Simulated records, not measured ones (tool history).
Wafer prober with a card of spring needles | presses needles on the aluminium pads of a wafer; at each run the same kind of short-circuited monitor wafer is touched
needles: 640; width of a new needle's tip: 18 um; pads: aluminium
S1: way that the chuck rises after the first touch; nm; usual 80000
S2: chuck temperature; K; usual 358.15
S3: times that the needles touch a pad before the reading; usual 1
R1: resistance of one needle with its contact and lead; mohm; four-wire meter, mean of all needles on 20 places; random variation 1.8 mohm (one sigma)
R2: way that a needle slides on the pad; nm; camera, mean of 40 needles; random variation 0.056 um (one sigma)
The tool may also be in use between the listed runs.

Run 1, hour 0.0: usual settings. Result: R1 195 mohm, R2 14050 nm.
Run 2, hour 11.4: usual settings. Result: R1 191 mohm, R2 13970 nm.
Run 3, hour 24.4: usual settings. Result: R1 192 mohm, R2 13970 nm.
Run 4, hour 35.9: usual settings. Result: R1 195 mohm, R2 14070 nm.
Run 5, hour 47.6: usual settings. Result: R1 195 mohm, R2 14010 nm.
Run 6, hour 58.4: usual settings. Result: R1 188 mohm, R2 13960 nm.
Run 7, hour 65.4: usual settings but S2 372.15 K. Result: R1 193 mohm, R2 13920 nm.
Run 8, hour 71.6: usual settings but S2 372.15 K. Result: R1 194 mohm, R2 14020 nm.
Run 9, hour 78.2: usual settings but S3 2. Result: R1 192 mohm, R2 13950 nm.
Run 10, hour 91.5: usual settings. Result: R1 195 mohm, R2 14140 nm.
Run 11, hour 97.1: usual settings. Result: R1 192 mohm, R2 13940 nm.
Run 12, hour 103.5: usual settings but S1 71000 nm. Result: R1 196 mohm, R2 12420 nm.
Run 13, hour 115.3: usual settings but S1 63000 nm, S2 333.15 K, S3 2. Result: R1 192 mohm, R2 10930 nm.
Run 14, hour 123.4: usual settings but S2 330.15 K, S3 2. Result: R1 188 mohm, R2 13950 nm.
Run 15, hour 130.9: usual settings but S2 330.15 K, S3 2. Result: R1 187 mohm, R2 14080 nm.
Run 16, hour 141.6: usual settings but S2 330.15 K, S3 2. Result: R1 184 mohm, R2 14010 nm.
Run 17, hour 150.2: usual settings but S1 97000 nm, S2 300.15 K, S3 2. Result: R1 182 mohm, R2 16980 nm.
Run 18, hour 160.6: usual settings but S2 309.15 K. Result: R1 186 mohm, R2 13970 nm.
Run 19, hour 166.5: usual settings but S1 66000 nm, S3 2. Result: R1 191 mohm, R2 11560 nm.
Run 20, hour 178.3: usual settings but S1 66000 nm, S2 336.15 K. Result: R1 189 mohm, R2 11590 nm.
Run 21, hour 188.6: usual settings but S1 66000 nm, S2 336.15 K. Result: R1 190 mohm, R2 11500 nm.
Run 22, hour 202.2: usual settings but S2 321.15 K. Result: R1 186 mohm, R2 13950 nm.
Run 23, hour 210.0: usual settings but S1 85000 nm, S2 379.15 K. Result: R1 197 mohm, R2 14860 nm.
Run 24, hour 220.3: usual settings but S1 95000 nm, S2 337.15 K. Result: R1 188 mohm, R2 16640 nm.

Taken out of this log: 13 entries between the listed runs. Where each belongs, and how the hidden state differs across it:
Between runs 2 and 3: tips cleaned on abrasive film (hour 13.6)
  debris on the tips, nm: 1.3 -> 1.2
Between runs 3 and 4: tips cleaned on abrasive film (hour 31.1)
  debris on the tips, nm: 1.2 -> 0.8
Between runs 5 and 6: tips cleaned on abrasive film (hour 48.7)
  debris on the tips, nm: 1.3 -> 1.2
Between runs 7 and 8: tips cleaned on abrasive film (hour 66.5)
  debris on the tips, nm: 1.3 -> 0.8
Between runs 9 and 10: tips cleaned on abrasive film (hour 84.2)
  debris on the tips, nm: 1.2 -> 1; way that the needles fall short of the set height, um: 0.03 -> 0.04
Between runs 11 and 12: tips cleaned on abrasive film (hour 101.4)
  debris on the tips, nm: 1.2 -> 0.5
Between runs 13 and 14: tips cleaned on abrasive film (hour 119.3)
  debris on the tips, nm: 1.3 -> 0.7
Between runs 15 and 16: tips cleaned on abrasive film (hour 137.5)
  debris on the tips, nm: 1.2 -> 0.7
Between runs 17 and 18: tips cleaned on abrasive film (hour 155.3)
  debris on the tips, nm: 1.2 -> 0.9
Between runs 19 and 20: tips cleaned on abrasive film (hour 172.7); height of the first contact set anew (hour 173.9)
  debris on the tips, nm: 1.2 -> 0.8; way that the needles fall short of the set height, um: 0.04 -> 0
Between runs 21 and 22: tips cleaned on abrasive film (hour 190.8)
  debris on the tips, nm: 1.3 -> 1.2
Between runs 22 and 23: tips cleaned on abrasive film (hour 208.0)
  debris on the tips, nm: 1.2 -> 0.5; tips' diameter, um: 18.01 -> 18.02
